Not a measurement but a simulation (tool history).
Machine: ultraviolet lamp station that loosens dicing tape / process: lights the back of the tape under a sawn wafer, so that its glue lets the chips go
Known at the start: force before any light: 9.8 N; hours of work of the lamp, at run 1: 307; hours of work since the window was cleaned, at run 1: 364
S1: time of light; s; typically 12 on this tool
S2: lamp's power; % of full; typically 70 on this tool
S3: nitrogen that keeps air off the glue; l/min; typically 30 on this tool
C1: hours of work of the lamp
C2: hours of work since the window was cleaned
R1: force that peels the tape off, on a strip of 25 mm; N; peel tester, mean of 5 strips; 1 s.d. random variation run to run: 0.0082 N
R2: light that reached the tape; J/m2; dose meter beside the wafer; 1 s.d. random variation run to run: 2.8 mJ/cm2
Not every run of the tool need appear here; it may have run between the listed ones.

| run | hour | S1 | S2 | S3 | C1 | C2 | R1 | R2 |
|---|---|---|---|---|---|---|---|---|
| 1 | 0 | 12 | 70 | 30 | 307 | 364 | 0.324 | 4020 |
| 2 | 8.1 | 12 | 70 | 30 | 312 | 369 | 0.328 | 3970 |
| 3 | 15.4 | 12 | 70 | 36 | 317 | 374 | 0.304 | 4060 |
| 4 | 24.7 | 15 | 70 | 30 | 323 | 380 | 0.189 | 4950 |
| 5 | 34.5 | 12 | 81 | 30 | 330 | 387 | 0.231 | 4700 |
| 6 | 41.2 | 12 | 81 | 30 | 334 | 392 | 0.225 | 4640 |
| 7 | 47.8 | 12 | 81 | 30 | 339 | 396 | 0.214 | 4650 |
| 8 | 59 | 12 | 70 | 30 | 346 | 404 | 0.325 | 3980 |
| 9 | 67 | 12 | 70 | 30 | 352 | 409 | 0.312 | 4050 |
|  | 69.4 | window cleaned of glue's vapour |
| 10 | 77.9 | 12 | 70 | 30 | 359 | 6 | 0.323 | 3970 |
| 11 | 86.4 | 12 | 70 | 30 | 365 | 11 | 0.322 | 3980 |
| 12 | 92.5 | 12 | 70 | 30 | 369 | 16 | 0.337 | 3990 |
| 13 | 98.1 | 12 | 75 | 30 | 372 | 19 | 0.276 | 4310 |
| 14 | 107.6 | 15 | 74 | 17 | 379 | 26 | 0.223 | 5290 |
| 15 | 114.8 | 15 | 74 | 17 | 384 | 31 | 0.222 | 5280 |
| 16 | 124 | 12 | 95 | 47 | 390 | 37 | 0.15 | 5450 |
| 17 | 130.3 | 6 | 70 | 30 | 394 | 41 | 1.572 | 2010 |
| 18 | 137.6 | 8 | 63 | 9 | 399 | 46 | 1.826 | 2370 |
| 19 | 147.4 | 12 | 86 | 10 | 406 | 52 | 0.355 | 4930 |
| 20 | 154.9 | 14 | 79 | 32 | 411 | 58 | 0.177 | 5260 |
| 21 | 160.3 | 9 | 65 | 19 | 414 | 61 | 0.953 | 2730 |
| 22 | 168.9 | 9 | 65 | 19 | 420 | 67 | 0.957 | 2810 |
| 23 | 177.4 | 9 | 65 | 19 | 426 | 73 | 0.956 | 2780 |
| 24 | 187 | 18 | 95 | 10 | 432 | 79 | 0.139 | 8150 |
| 25 | 197.7 | 18 | 95 | 10 | 439 | 86 | 0.131 | 8120 |
| 26 | 202.8 | 23 | 70 | 30 | 443 | 90 | 0.115 | 7650 |

Here are 3 independent what-if runs from the current tool condition. What would each one return?
| A | 211.9 | 12 | 78 | 15 | 449 | 96 | ? | ? |
| B | 211.9 | 22 | 64 | 30 | 449 | 96 | ? | ? |
| C | 211.9 | 12 | 81 | 17 | 449 | 96 | ? | ? |

| run | R1 | R2 |
|---|---|---|
| A | 0.367 | 4440 |
| B | 0.117 | 6720 |
| C | 0.298 | 4640 |
The same runs, with their run-to-run variation unchanged, on a tool lacking any hidden condition would have given:
| run | R1 | R2 |
|---|---|---|
| A | 0.365 | 4450 |
| B | 0.117 | 6730 |
| C | 0.297 | 4650 |

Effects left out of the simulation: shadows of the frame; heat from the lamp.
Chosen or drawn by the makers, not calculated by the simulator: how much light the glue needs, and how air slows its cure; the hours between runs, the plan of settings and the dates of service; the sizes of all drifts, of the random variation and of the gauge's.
